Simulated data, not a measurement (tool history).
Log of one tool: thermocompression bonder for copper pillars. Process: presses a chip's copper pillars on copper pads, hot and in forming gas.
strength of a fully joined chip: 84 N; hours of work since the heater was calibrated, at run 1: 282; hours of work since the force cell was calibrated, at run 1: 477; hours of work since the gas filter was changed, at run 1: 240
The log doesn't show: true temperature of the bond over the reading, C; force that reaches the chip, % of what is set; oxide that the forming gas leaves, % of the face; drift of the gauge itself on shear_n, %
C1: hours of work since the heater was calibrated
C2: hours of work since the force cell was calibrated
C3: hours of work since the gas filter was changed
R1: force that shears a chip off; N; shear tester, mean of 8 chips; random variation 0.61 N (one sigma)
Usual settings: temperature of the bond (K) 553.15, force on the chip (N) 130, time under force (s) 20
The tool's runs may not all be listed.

{"run": 1, "hour": 0.0, "temperature of the bond (K)": 553.15, "force on the chip (N)": 130, "time under force (s)": 20, "C1": 282, "C2": 477, "C3": 240, "R1": 60.3}
{"run": 2, "hour": 78.9, "temperature of the bond (K)": 553.15, "force on the chip (N)": 130, "time under force (s)": 29, "C1": 318, "C2": 513, "C3": 276, "R1": 64.8}
{"run": 3, "hour": 116.4, "temperature of the bond (K)": 553.15, "force on the chip (N)": 130, "time under force (s)": 29, "C1": 335, "C2": 530, "C3": 293, "R1": 64.1}
{"run": 4, "hour": 165.8, "temperature of the bond (K)": 553.15, "force on the chip (N)": 130, "time under force (s)": 20, "C1": 357, "C2": 552, "C3": 315, "R1": 60.2}
{"run": 5, "hour": 212.0, "temperature of the bond (K)": 553.15, "force on the chip (N)": 130, "time under force (s)": 20, "C1": 378, "C2": 573, "C3": 336, "R1": 59.1}
{"run": 6, "hour": 276.5, "temperature of the bond (K)": 553.15, "force on the chip (N)": 130, "time under force (s)": 20, "C1": 407, "C2": 602, "C3": 365, "R1": 60}
{"run": 7, "hour": 346.7, "temperature of the bond (K)": 572.15, "force on the chip (N)": 130, "time under force (s)": 20, "C1": 439, "C2": 633, "C3": 396, "R1": 68}
{"run": 8, "hour": 386.9, "temperature of the bond (K)": 553.15, "force on the chip (N)": 130, "time under force (s)": 45, "C1": 457, "C2": 652, "C3": 415, "R1": 68.8}
{"run": 9, "hour": 447.8, "temperature of the bond (K)": 553.15, "force on the chip (N)": 130, "time under force (s)": 20, "C1": 484, "C2": 679, "C3": 442, "R1": 58.3}
{"hour": 472.2, "done": "forming gas filter changed"}
{"run": 10, "hour": 525.1, "temperature of the bond (K)": 553.15, "force on the chip (N)": 130, "time under force (s)": 20, "C1": 519, "C2": 714, "C3": 24, "R1": 61.1}
{"run": 11, "hour": 578.9, "temperature of the bond (K)": 553.15, "force on the chip (N)": 130, "time under force (s)": 20, "C1": 543, "C2": 738, "C3": 48, "R1": 60.8}
{"run": 12, "hour": 625.5, "temperature of the bond (K)": 553.15, "force on the chip (N)": 130, "time under force (s)": 20, "C1": 564, "C2": 759, "C3": 69, "R1": 60.8}
{"run": 13, "hour": 704.4, "temperature of the bond (K)": 553.15, "force on the chip (N)": 130, "time under force (s)": 20, "C1": 600, "C2": 795, "C3": 105, "R1": 61.2}
{"run": 14, "hour": 769.2, "temperature of the bond (K)": 553.15, "force on the chip (N)": 130, "time under force (s)": 20, "C1": 629, "C2": 824, "C3": 134, "R1": 59.3}
{"run": 15, "hour": 829.8, "temperature of the bond (K)": 553.15, "force on the chip (N)": 130, "time under force (s)": 20, "C1": 656, "C2": 851, "C3": 161, "R1": 60.3}
{"run": 16, "hour": 900.1, "temperature of the bond (K)": 553.15, "force on the chip (N)": 130, "time under force (s)": 20, "C1": 688, "C2": 883, "C3": 193, "R1": 59}
{"run": 17, "hour": 936.0, "temperature of the bond (K)": 553.15, "force on the chip (N)": 130, "time under force (s)": 14, "C1": 704, "C2": 899, "C3": 209, "R1": 54.1}
{"run": 18, "hour": 971.8, "temperature of the bond (K)": 553.15, "force on the chip (N)": 130, "time under force (s)": 20, "C1": 720, "C2": 915, "C3": 225, "R1": 59.4}
{"run": 19, "hour": 1005.3, "temperature of the bond (K)": 553.15, "force on the chip (N)": 130, "time under force (s)": 20, "C1": 735, "C2": 930, "C3": 240, "R1": 58.6}
{"run": 20, "hour": 1052.5, "temperature of the bond (K)": 553.15, "force on the chip (N)": 130, "time under force (s)": 20, "C1": 757, "C2": 952, "C3": 262, "R1": 58.6}
{"run": 21, "hour": 1106.2, "temperature of the bond (K)": 553.15, "force on the chip (N)": 130, "time under force (s)": 11, "C1": 781, "C2": 976, "C3": 286, "R1": 48.4}
{"run": 22, "hour": 1180.4, "temperature of the bond (K)": 560.15, "force on the chip (N)": 131, "time under force (s)": 13, "C1": 814, "C2": 1009, "C3": 319, "R1": 56.7}
{"run": 23, "hour": 1256.3, "temperature of the bond (K)": 524.15, "force on the chip (N)": 97, "time under force (s)": 20, "C1": 849, "C2": 1043, "C3": 354, "R1": 30.8}
{"hour": 1318.4, "done": "force cell calibrated"}
{"run": 24, "hour": 1321.5, "temperature of the bond (K)": 553.15, "force on the chip (N)": 125, "time under force (s)": 40, "C1": 877, "C2": 1, "C3": 382, "R1": 65}
{"run": 25, "hour": 1354.8, "temperature of the bond (K)": 556.15, "force on the chip (N)": 183, "time under force (s)": 11, "C1": 892, "C2": 16, "C3": 397, "R1": 62.6}
{"run": 26, "hour": 1407.3, "temperature of the bond (K)": 556.15, "force on the chip (N)": 183, "time under force (s)": 11, "C1": 916, "C2": 40, "C3": 421, "R1": 61.4}
{"run": 27, "hour": 1454.1, "temperature of the bond (K)": 556.15, "force on the chip (N)": 183, "time under force (s)": 11, "C1": 937, "C2": 61, "C3": 442, "R1": 61.6}
{"hour": 1479.3, "done": "forming gas filter changed"}
{"run": 28, "hour": 1499.9, "temperature of the bond (K)": 562.15, "force on the chip (N)": 130, "time under force (s)": 20, "C1": 957, "C2": 82, "C3": 9, "R1": 63.6}
{"run": 29, "hour": 1579.9, "temperature of the bond (K)": 571.15, "force on the chip (N)": 121, "time under force (s)": 15, "C1": 994, "C2": 118, "C3": 45, "R1": 61.3}
{"run": 30, "hour": 1635.4, "temperature of the bond (K)": 547.15, "force on the chip (N)": 97, "time under force (s)": 10, "C1": 1019, "C2": 143, "C3": 70, "R1": 32.7}
{"run": 31, "hour": 1711.4, "temperature of the bond (K)": 531.15, "force on the chip (N)": 148, "time under force (s)": 44, "C1": 1053, "C2": 177, "C3": 105, "R1": 61.2}
{"run": 32, "hour": 1744.6, "temperature of the bond (K)": 565.15, "force on the chip (N)": 180, "time under force (s)": 20, "C1": 1068, "C2": 192, "C3": 120, "R1": 74}
{"run": 33, "hour": 1801.0, "temperature of the bond (K)": 565.15, "force on the chip (N)": 90, "time under force (s)": 38, "C1": 1093, "C2": 217, "C3": 145, "R1": 58.4}
{"run": 34, "hour": 1844.2, "temperature of the bond (K)": 565.15, "force on the chip (N)": 90, "time under force (s)": 38, "C1": 1113, "C2": 237, "C3": 165, "R1": 57.9}
{"run": 35, "hour": 1889.5, "temperature of the bond (K)": 536.15, "force on the chip (N)": 140, "time under force (s)": 13, "C1": 1133, "C2": 257, "C3": 185, "R1": 42.7}
{"run": 36, "hour": 1954.3, "temperature of the bond (K)": 536.15, "force on the chip (N)": 140, "time under force (s)": 13, "C1": 1162, "C2": 286, "C3": 214, "R1": 43.3}
{"hour": 1976.9, "done": "heater calibrated with a thermocouple chip"}
{"run": 37, "hour": 2025.2, "temperature of the bond (K)": 526.15, "force on the chip (N)": 130, "time under force (s)": 20, "C1": 22, "C2": 318, "C3": 245, "R1": 43.7}

5 ways to go on from here, each from the tool as it stands after run 37. What would each give?
{"run": "A", "hour": 2068.4, "temperature of the bond (K)": 526.15, "force on the chip (N)": 142, "time under force (s)": 21, "C1": 41, "C2": 337, "C3": 265, "R1": "?"}
{"run": "B", "hour": 2068.4, "temperature of the bond (K)": 551.15, "force on the chip (N)": 161, "time under force (s)": 45, "C1": 41, "C2": 337, "C3": 265, "R1": "?"}
{"run": "C", "hour": 2068.4, "temperature of the bond (K)": 526.15, "force on the chip (N)": 160, "time under force (s)": 46, "C1": 41, "C2": 337, "C3": 265, "R1": "?"}
{"run": "D", "hour": 2068.4, "temperature of the bond (K)": 562.15, "force on the chip (N)": 173, "time under force (s)": 20, "C1": 41, "C2": 337, "C3": 265, "R1": "?"}
{"run": "E", "hour": 2068.4, "temperature of the bond (K)": 529.15, "force on the chip (N)": 127, "time under force (s)": 20, "C1": 41, "C2": 337, "C3": 265, "R1": "?"}

run=A R1=48.8
run=B R1=75
run=C R1=65.1
run=D R1=74.1
run=E R1=45
Without the tool's hidden state the same runs would have given:
run=A R1=50.7
run=B R1=77.6
run=C R1=67.5
run=D R1=76.7
run=E R1=46.8
